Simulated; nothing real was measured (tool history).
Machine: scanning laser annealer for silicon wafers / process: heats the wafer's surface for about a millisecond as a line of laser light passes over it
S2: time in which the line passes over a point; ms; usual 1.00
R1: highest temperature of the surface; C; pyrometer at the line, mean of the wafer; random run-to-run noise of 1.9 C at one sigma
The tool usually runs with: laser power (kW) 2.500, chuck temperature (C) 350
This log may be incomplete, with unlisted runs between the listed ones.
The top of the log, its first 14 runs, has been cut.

At day 29.579: optics aligned, line set to its width.
Run 15, day 32.062: usual settings but chuck temperature (C) 348. Result: R1 1130 C.
Run 16, day 35.179: usual settings but laser power (kW) 2.719. Result: R1 1189 C.
Run 17, day 37.146: usual settings but laser power (kW) 2.719. Result: R1 1184 C.
Run 18, day 38.933: usual settings but chuck temperature (C) 383. Result: R1 1154 C.
At day 40.779: window over the wafer cleaned.
Run 19, day 40.908: usual settings but chuck temperature (C) 383. Result: R1 1191 C.
Run 20, day 42.458: usual settings but chuck temperature (C) 383. Result: R1 1191 C.
Run 21, day 44.988: usual settings but S2 0.73 ms, chuck temperature (C) 356. Result: R1 1018 C.
At day 45.808: optics aligned, line set to its width, once more.
Run 22, day 48.046: usual settings but S2 0.73 ms, chuck temperature (C) 356. Result: R1 1028 C.
Run 23, day 49.642: usual settings but S2 0.73 ms, chuck temperature (C) 356. Result: R1 1026 C.
Run 24, day 51.604: usual settings but laser power (kW) 2.590, S2 0.73 ms, chuck temperature (C) 329. Result: R1 1022 C.
Run 25, day 53.596: usual settings but laser power (kW) 2.590, S2 0.73 ms, chuck temperature (C) 329. Result: R1 1016 C.
Run 26, day 56.238: usual settings but S2 1.17 ms. Result: R1 1229 C.
Run 27, day 59.367: usual settings but laser power (kW) 2.268, S2 0.71 ms, chuck temperature (C) 346. Result: R1 939 C.
Run 28, day 61.146: usual settings but chuck temperature (C) 348. Result: R1 1140 C.
Run 29, day 64.262: usual settings but chuck temperature (C) 348. Result: R1 1136 C.
Run 30, day 66.088: usual settings but laser power (kW) 2.395, S2 0.79 ms, chuck temperature (C) 318. Result: R1 970 C.

Run 31 has not been measured yet. What should we expect?
Run 31, day 67.429: usual settings but laser power (kW) 2.405, S2 0.77 ms, chuck temperature (C) 341. Result: R1 ?.

Run 31 came out at R1 985 C.
On a tool with no hidden condition, and with the same random variation, this run would have come out at R1 1021 C.

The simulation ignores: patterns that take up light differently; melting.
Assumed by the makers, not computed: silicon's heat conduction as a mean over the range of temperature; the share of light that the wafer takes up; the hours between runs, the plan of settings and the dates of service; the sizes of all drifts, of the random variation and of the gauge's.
